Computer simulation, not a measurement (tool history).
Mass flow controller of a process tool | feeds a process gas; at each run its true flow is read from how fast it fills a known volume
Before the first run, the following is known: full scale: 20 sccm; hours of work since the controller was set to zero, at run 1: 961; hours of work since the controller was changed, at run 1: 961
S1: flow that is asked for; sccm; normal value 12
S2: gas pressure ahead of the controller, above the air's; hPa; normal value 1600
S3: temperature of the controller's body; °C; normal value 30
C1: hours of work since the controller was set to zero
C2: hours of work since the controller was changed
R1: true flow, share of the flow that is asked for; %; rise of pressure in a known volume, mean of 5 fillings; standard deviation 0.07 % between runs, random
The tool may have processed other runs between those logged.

run    hour  S1    S2  S3    C1    C2      R1
  1       0  12  1600  30   961   961   99.26
  2    55.3  17  1600  30   982   982  100.02
  3   105.2  17  1600  30  1002  1002  100.13
  4   138.3  17  1600  30  1015  1015   100.1
  5   216.2  17  1600  30  1045  1045   100.1
  6   266.3  12  1600  30  1064  1064   99.24
  7   313.1  12  1600  30  1083  1083   99.25
  8   369.3  12  1600  30  1104  1104   99.14
  9     433  12  1600  30  1129  1129   99.24
 10   506.8  12  1600  30  1158  1158   99.27
 11   569.4   2  1600  30  1182  1182   96.07
 12   622.2   8  1600  30  1203  1203   98.48
 13   687.1   8  1600  30  1228  1228   98.29
 14   741.2   8  1580  30  1249  1249   98.29
 15   806.4  12  1600  31  1274  1274   99.22
 16   857.3  12  1970  31  1294  1294   98.93
 17   914.3  13  1970  31  1316  1316   99.29
 18     959   3  1600  30  1334  1334   96.79
 19   991.5   3  1600  30  1346  1346   96.62
 20  1033.1   3  1600  30  1362  1362   96.74
 21    1091   3  1600  30  1385  1385   96.82
 22  1165.9  12  1600  30  1414  1414   99.27
 23  1213.5  12  1600  25  1433  1433   99.06
 24  1254.8  12  1600  25  1449  1449      99
 25  1330.7  16  1600  29  1478  1478  100.07
 26  1404.6   6  2450  30  1507  1507   97.29
 27  1480.4  11  2450  22  1536  1536   98.03
 28  1544.5  11  2450  22  1561  1561   98.07
 29  1589.5  11  2450  22  1579  1579   98.09
 30  1634.1  12  2190  28  1596  1596   98.75
 31  1685.8   7  1860  39  1616  1616   98.34
 32  1747.1   6  2660  24  1640  1640   96.86
 33  1806.7   6  2660  24  1663  1663   96.82

For run 34, what comes out?
 34  1877.8  12  1600  27  1691  1691   ?

R1: 99.16 %
Minus the tool's unlogged condition, the same run would have read R1 99.12 %.

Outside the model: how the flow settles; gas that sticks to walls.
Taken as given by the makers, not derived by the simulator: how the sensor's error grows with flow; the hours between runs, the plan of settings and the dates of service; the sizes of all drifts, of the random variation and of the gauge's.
